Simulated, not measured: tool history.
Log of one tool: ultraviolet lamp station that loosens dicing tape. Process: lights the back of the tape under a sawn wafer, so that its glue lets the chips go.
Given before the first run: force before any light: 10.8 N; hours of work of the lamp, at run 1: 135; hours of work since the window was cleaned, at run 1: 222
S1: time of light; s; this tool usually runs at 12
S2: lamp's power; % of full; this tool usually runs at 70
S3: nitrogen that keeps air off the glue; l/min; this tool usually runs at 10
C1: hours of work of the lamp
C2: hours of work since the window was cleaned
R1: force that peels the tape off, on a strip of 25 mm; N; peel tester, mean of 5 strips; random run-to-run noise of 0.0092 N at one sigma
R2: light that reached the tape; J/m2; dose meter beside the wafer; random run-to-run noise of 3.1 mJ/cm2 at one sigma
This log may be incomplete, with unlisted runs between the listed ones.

run,hour,S1,S2,S3,C1,C2,R1,R2
1,0.0,12,70,10,135,222,0.388,4840
2,11.1,12,70,10,141,228,0.392,4830
3,23.0,12,82,10,148,235,0.286,5660
4,32.2,12,82,10,153,240,0.303,5610
5,40.0,12,70,10,157,244,0.375,4850
6,47.9,12,78,10,161,248,0.320,5410
7,54.7,12,78,10,165,252,0.317,5400
8,64.7,12,62,10,170,257,0.516,4330
9,74.9,12,70,10,176,263,0.398,4850
10,83.6,12,70,10,181,268,0.395,4810
11,89.9,12,70,10,184,271,0.391,4880
12,98.1,12,70,10,189,276,0.392,4880
13,103.1,12,70,10,191,278,0.393,4810
14,109.7,12,70,10,195,282,0.401,4830
15,117.6,12,70,10,199,286,0.382,4810
16,126.8,12,77,10,204,291,0.317,5330
17,138.1,12,77,10,210,297,0.328,5310
18,147.5,12,77,10,215,303,0.318,5260
19,155.4,12,77,10,220,307,0.326,5350
20,164.5,12,77,10,225,312,0.311,5310
21,170.4,12,69,14,228,315,0.317,4730
22,180.5,8,77,14,233,320,0.583,3550
23,189.0,8,77,14,238,325,0.578,3560
24,195.0,8,77,14,241,328,0.603,3570
25,205.9,8,73,3,247,334,2.039,3350
26,216.7,12,70,3,253,340,1.018,4860
27,222.4,15,70,5,256,343,0.413,6080
28,231.8,10,70,5,261,348,1.034,4080
29,236.7,10,97,15,264,351,0.250,5580
30,248.6,10,97,15,270,358,0.246,5570
31,256.2,17,62,10,275,362,0.263,6040
32,264.0,21,62,7,279,366,0.243,7470
33,273.9,7,70,9,284,371,1.260,2850
34,281.6,12,68,17,288,375,0.312,4660
35,290.0,14,68,18,293,380,0.235,5490
36,301.1,8,87,6,299,386,0.918,4000
37,308.2,12,75,13,303,390,0.287,5210
38,315.6,18,62,13,307,394,0.236,6340
39,322.7,18,64,14,311,398,0.230,6630

Predict each of these 5 candidate next runs independently; none follows another, all start after run 39:
A,332.2,14,64,6,316,403,?,?
B,332.2,12,100,10,316,403,?,?
C,332.2,18,94,3,316,403,?,?
D,332.2,7,78,10,316,403,?,?
E,332.2,12,69,5,316,403,?,?

run,R1,R2
A,0.504,5130
B,0.237,6830
C,0.269,9640
D,0.947,3100
E,0.701,4740
Take away the tool's hidden state, keep each run's random variation, and the runs would have read:
run,R1,R2
A,0.502,5140
B,0.237,6840
C,0.269,9650
D,0.944,3110
E,0.699,4750

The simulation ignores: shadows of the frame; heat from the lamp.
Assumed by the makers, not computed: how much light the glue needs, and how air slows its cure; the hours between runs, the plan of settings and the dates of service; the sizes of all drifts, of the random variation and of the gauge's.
